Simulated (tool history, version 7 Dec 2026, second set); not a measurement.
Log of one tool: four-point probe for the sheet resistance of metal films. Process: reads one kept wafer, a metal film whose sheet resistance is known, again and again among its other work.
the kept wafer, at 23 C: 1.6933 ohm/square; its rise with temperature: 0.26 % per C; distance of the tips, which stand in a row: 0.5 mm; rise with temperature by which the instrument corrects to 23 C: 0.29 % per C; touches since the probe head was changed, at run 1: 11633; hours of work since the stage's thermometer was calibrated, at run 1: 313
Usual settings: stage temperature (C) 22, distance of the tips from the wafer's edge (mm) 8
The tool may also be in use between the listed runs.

run   hour  stage temperature (C)  distance of the tips from the wafer's edge (mm)  touches since the probe head was changed  hours of work since the stage's thermometer was calibrated  sheet resistance as the instrument gives it (ohm/square)
  1      0                     22                                                8                                     11633                                                         313                                                  1.697165
  2   20.7                     22                                                8                                     12022                                                         328                                                   1.69737
  3   34.5                     22                                                8                                     12282                                                         338                                                  1.697556
  4   47.2                     22                                                8                                     12521                                                         347                                                  1.698252
  5   57.9                     22                                                8                                     12721                                                         355                                                  1.697121
  6   70.8                     22                                               51                                     12965                                                         365                                                  1.694451
  7     83                     22                                               28                                     13195                                                         374                                                  1.694452
  8   93.1                     22                                                8                                     13385                                                         381                                                   1.69719
  9  110.7                     22                                                8                                     13715                                                         394                                                  1.698052
 10  127.1                     22                                               52                                     14024                                                         406                                                  1.694098
 11  137.3                     22                                               52                                     14215                                                         413                                                  1.694769
 12  151.5                     19                                                4                                     14484                                                         424                                                  1.708519
 13    165                     33                                                4                                     14737                                                         434                                                   1.70325
 14  174.8                     33                                               32                                     14921                                                         441                                                  1.689566
 15  190.7                     33                                               32                                     15221                                                         452                                                  1.689146
 16  210.8                     22                                                3                                     15599                                                         467                                                   1.71869
 17  226.4                     19                                                6                                     15892                                                         479                                                  1.701505
 18  239.2                     19                                                6                                     16131                                                         488                                                  1.701088
 19  249.6                     31                                               61                                     16328                                                         496                                                  1.690016
 20  262.6                     31                                               57                                     16573                                                         505                                                  1.690225
 21  271.7                     33                                               39                                     16744                                                         512                                                  1.689283
 22  282.2                     33                                               39                                     16940                                                         519                                                  1.688955

5 ways to go on from here, each from the tool as it stands after run 22. What would each give?
  A  291.1                     33                                               11                                     17108                                                         526                                                         ?
  B  291.1                     26                                               69                                     17108                                                         526                                                         ?
  C  291.1                     33                                               60                                     17108                                                         526                                                         ?
  D  291.1                     22                                               38                                     17108                                                         526                                                         ?
  E  291.1                     24                                               21                                     17108                                                         526                                                         ?

run  sheet resistance as the instrument gives it (ohm/square)
  A                                                  1.691129
  B                                                  1.692672
  C                                                  1.688956
  D                                                  1.693433
  E                                                  1.693262
Without the tool's hidden state the same runs would have given:
run  sheet resistance as the instrument gives it (ohm/square)
  A                                                  1.691095
  B                                                  1.692638
  C                                                  1.688922
  D                                                    1.6934
  E                                                  1.693229
